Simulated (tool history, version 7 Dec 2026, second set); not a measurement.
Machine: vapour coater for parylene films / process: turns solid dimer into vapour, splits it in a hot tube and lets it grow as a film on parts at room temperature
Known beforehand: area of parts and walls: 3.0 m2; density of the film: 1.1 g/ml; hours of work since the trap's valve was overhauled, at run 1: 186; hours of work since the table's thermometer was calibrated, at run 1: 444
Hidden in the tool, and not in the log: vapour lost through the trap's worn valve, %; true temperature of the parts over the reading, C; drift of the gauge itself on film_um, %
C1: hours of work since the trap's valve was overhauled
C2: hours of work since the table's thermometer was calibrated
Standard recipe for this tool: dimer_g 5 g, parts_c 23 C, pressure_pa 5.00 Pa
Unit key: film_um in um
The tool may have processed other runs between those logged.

{"run": 1, "hour": 0.0, "dimer_g": 5, "parts_c": 23, "pressure_pa": 5.0, "C1": 186, "C2": 444, "film_um": 0.99}
{"run": 2, "hour": 13.8, "dimer_g": 5, "parts_c": 23, "pressure_pa": 5.0, "C1": 196, "C2": 454, "film_um": 0.99}
{"run": 3, "hour": 24.3, "dimer_g": 5, "parts_c": 23, "pressure_pa": 5.0, "C1": 204, "C2": 462, "film_um": 0.98}
{"run": 4, "hour": 34.6, "dimer_g": 5, "parts_c": 23, "pressure_pa": 5.0, "C1": 212, "C2": 470, "film_um": 0.97}
{"run": 5, "hour": 53.9, "dimer_g": 5, "parts_c": 29, "pressure_pa": 5.0, "C1": 226, "C2": 484, "film_um": 0.75}
{"run": 6, "hour": 72.5, "dimer_g": 7, "parts_c": 23, "pressure_pa": 5.0, "C1": 240, "C2": 498, "film_um": 1.39}
{"run": 7, "hour": 91.0, "dimer_g": 5, "parts_c": 23, "pressure_pa": 5.0, "C1": 254, "C2": 512, "film_um": 0.98}
{"run": 8, "hour": 103.7, "dimer_g": 5, "parts_c": 23, "pressure_pa": 5.0, "C1": 263, "C2": 521, "film_um": 0.97}
{"run": 9, "hour": 113.3, "dimer_g": 5, "parts_c": 23, "pressure_pa": 5.0, "C1": 270, "C2": 528, "film_um": 0.99}
{"run": 10, "hour": 122.3, "dimer_g": 5, "parts_c": 23, "pressure_pa": 5.0, "C1": 277, "C2": 535, "film_um": 0.96}
{"run": 11, "hour": 134.2, "dimer_g": 5, "parts_c": 23, "pressure_pa": 5.0, "C1": 286, "C2": 544, "film_um": 0.96}
{"run": 12, "hour": 150.2, "dimer_g": 5, "parts_c": 23, "pressure_pa": 5.0, "C1": 298, "C2": 556, "film_um": 0.94}
{"run": 13, "hour": 168.7, "dimer_g": 5, "parts_c": 23, "pressure_pa": 5.0, "C1": 312, "C2": 570, "film_um": 0.95}
{"run": 14, "hour": 177.2, "dimer_g": 6, "parts_c": 23, "pressure_pa": 5.0, "C1": 318, "C2": 576, "film_um": 1.14}
{"run": 15, "hour": 190.6, "dimer_g": 7, "parts_c": 27, "pressure_pa": 3.75, "C1": 328, "C2": 586, "film_um": 1.11}
{"run": 16, "hour": 200.3, "dimer_g": 7, "parts_c": 34, "pressure_pa": 9.74, "C1": 335, "C2": 593, "film_um": 0.82}
{"run": 17, "hour": 216.7, "dimer_g": 7, "parts_c": 34, "pressure_pa": 9.74, "C1": 347, "C2": 605, "film_um": 0.83}
{"run": 18, "hour": 226.5, "dimer_g": 5, "parts_c": 17, "pressure_pa": 3.59, "C1": 355, "C2": 613, "film_um": 1.2}
{"hour": 232.0, "done": "trap's valve overhauled"}
{"run": 19, "hour": 238.9, "dimer_g": 5, "parts_c": 18, "pressure_pa": 5.0, "C1": 5, "C2": 619, "film_um": 1.33}
{"run": 20, "hour": 250.4, "dimer_g": 5, "parts_c": 31, "pressure_pa": 10.5, "C1": 14, "C2": 627, "film_um": 0.73}
{"run": 21, "hour": 259.6, "dimer_g": 5, "parts_c": 22, "pressure_pa": 2.65, "C1": 21, "C2": 634, "film_um": 1.15}
{"run": 22, "hour": 273.2, "dimer_g": 4, "parts_c": 16, "pressure_pa": 3.1, "C1": 31, "C2": 644, "film_um": 1.18}
{"run": 23, "hour": 285.0, "dimer_g": 5, "parts_c": 22, "pressure_pa": 2.24, "C1": 39, "C2": 653, "film_um": 1.13}
{"run": 24, "hour": 296.3, "dimer_g": 7, "parts_c": 20, "pressure_pa": 11.77, "C1": 48, "C2": 662, "film_um": 1.6}
{"run": 25, "hour": 313.6, "dimer_g": 5, "parts_c": 32, "pressure_pa": 4.32, "C1": 61, "C2": 674, "film_um": 0.78}
{"run": 26, "hour": 331.0, "dimer_g": 5, "parts_c": 32, "pressure_pa": 4.32, "C1": 74, "C2": 687, "film_um": 0.74}

What if the next run were any one of these 3? Each begins from the tool's condition after run 26:
{"run": "A", "hour": 346.6, "dimer_g": 5, "parts_c": 32, "pressure_pa": 6.6, "C1": 85, "C2": 699, "film_um": "?"}
{"run": "B", "hour": 346.6, "dimer_g": 5, "parts_c": 30, "pressure_pa": 7.55, "C1": 85, "C2": 699, "film_um": "?"}
{"run": "C", "hour": 346.6, "dimer_g": 6, "parts_c": 16, "pressure_pa": 6.72, "C1": 85, "C2": 699, "film_um": "?"}

run=A film_um=0.71
run=B film_um=0.75
run=C film_um=1.63
Without the tool's hidden state the same runs would have given:
run=A film_um=0.72
run=B film_um=0.77
run=C film_um=1.66

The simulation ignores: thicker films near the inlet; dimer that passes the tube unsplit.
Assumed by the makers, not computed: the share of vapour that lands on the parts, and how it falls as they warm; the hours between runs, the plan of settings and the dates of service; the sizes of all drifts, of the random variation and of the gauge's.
